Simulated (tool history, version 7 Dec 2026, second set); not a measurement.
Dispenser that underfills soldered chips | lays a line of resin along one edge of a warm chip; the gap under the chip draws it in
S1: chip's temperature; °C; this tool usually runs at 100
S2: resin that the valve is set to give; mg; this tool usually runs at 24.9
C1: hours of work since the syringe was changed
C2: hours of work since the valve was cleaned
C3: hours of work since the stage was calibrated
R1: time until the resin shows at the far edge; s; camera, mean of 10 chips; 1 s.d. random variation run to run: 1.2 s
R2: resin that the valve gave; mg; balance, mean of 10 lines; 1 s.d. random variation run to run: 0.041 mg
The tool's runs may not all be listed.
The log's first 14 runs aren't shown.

| run | hour | S1 | S2 | C1 | C2 | C3 | R1 | R2 |
|---|---|---|---|---|---|---|---|---|
|  | 66.4 | new syringe of resin |
| 15 | 66.4 | 100 | 24.9 | 0 | 40 | 83 | 115.5 | 24.56 |
| 16 | 70.3 | 100 | 24.9 | 3 | 43 | 86 | 139.5 | 24.55 |
| 17 | 73.2 | 100 | 29.6 | 5 | 45 | 88 | 153.6 | 29.23 |
| 18 | 79.3 | 100 | 29.6 | 9 | 49 | 92 | 203.3 | 29.11 |
| 19 | 82.3 | 86 | 27.8 | 11 | 51 | 94 | 383.5 | 27.35 |
|  | 82.9 | new syringe of resin |
| 20 | 87.7 | 106 | 25.5 | 3 | 55 | 98 | 120.5 | 25.04 |
| 21 | 90.4 | 96 | 28.8 | 5 | 56 | 100 | 185.2 | 28.33 |
| 22 | 95.4 | 87 | 24.9 | 9 | 60 | 103 | 324.0 | 24.32 |
|  | 99.4 | new syringe of resin |
| 23 | 100.3 | 95 | 30.8 | 1 | 63 | 106 | 139.5 | 30.15 |
| 24 | 104.8 | 95 | 23.3 | 4 | 66 | 110 | 177.6 | 22.80 |
| 25 | 110.1 | 95 | 23.3 | 7 | 70 | 113 | 224.8 | 22.71 |
|  | 113.7 | dispensing valve cleaned and set on the balance |
|  | 116.7 | new syringe of resin |
| 26 | 116.7 | 95 | 23.3 | 0 | 2 | 117 | 136.4 | 23.36 |
| 27 | 120.5 | 100 | 27.4 | 3 | 5 | 119 | 137.0 | 27.33 |
| 28 | 125.8 | 100 | 27.4 | 6 | 8 | 123 | 173.8 | 27.28 |
| 29 | 131.5 | 100 | 27.4 | 10 | 12 | 127 | 227.4 | 27.25 |
|  | 133.2 | new syringe of resin |
| 30 | 135.9 | 97 | 30.2 | 2 | 15 | 130 | 141.7 | 29.99 |
| 31 | 139.4 | 99 | 22.2 | 4 | 17 | 132 | 166.0 | 22.01 |
| 32 | 143.6 | 110 | 27.6 | 7 | 20 | 135 | 136.3 | 27.35 |
| 33 | 148.7 | 110 | 27.6 | 11 | 24 | 139 | 173.9 | 27.30 |
|  | 149.9 | new syringe of resin |
| 34 | 154.2 | 95 | 22.3 | 3 | 27 | 142 | 170.4 | 22.04 |
| 35 | 157.7 | 95 | 21.6 | 5 | 30 | 145 | 204.1 | 21.32 |
| 36 | 160.5 | 100 | 29.1 | 7 | 32 | 147 | 186.6 | 28.81 |

Forecast each of these 4 alternatives for the next run:
|  | 166.4 | new syringe of resin |
| A | 166.5 | 90 | 25.5 | 0 | 36 | 151 | ? | ? |
|  | 166.4 | new syringe of resin |
| B | 166.5 | 89 | 29.1 | 0 | 36 | 151 | ? | ? |
|  | 166.4 | new syringe of resin |
| C | 166.5 | 105 | 22.5 | 0 | 36 | 151 | ? | ? |
|  | 166.4 | new syringe of resin |
| D | 166.5 | 113 | 27.5 | 0 | 36 | 151 | ? | ? |

| run | R1 | R2 |
|---|---|---|
| A | 160.3 | 25.23 |
| B | 160.8 | 28.64 |
| C | 99.4 | 22.26 |
| D | 76.0 | 27.10 |
Without the tool's hidden state the same runs would have given:
| run | R1 | R2 |
|---|---|---|
| A | 162.3 | 25.55 |
| B | 163.0 | 29.01 |
| C | 100.3 | 22.55 |
| D | 76.8 | 27.45 |
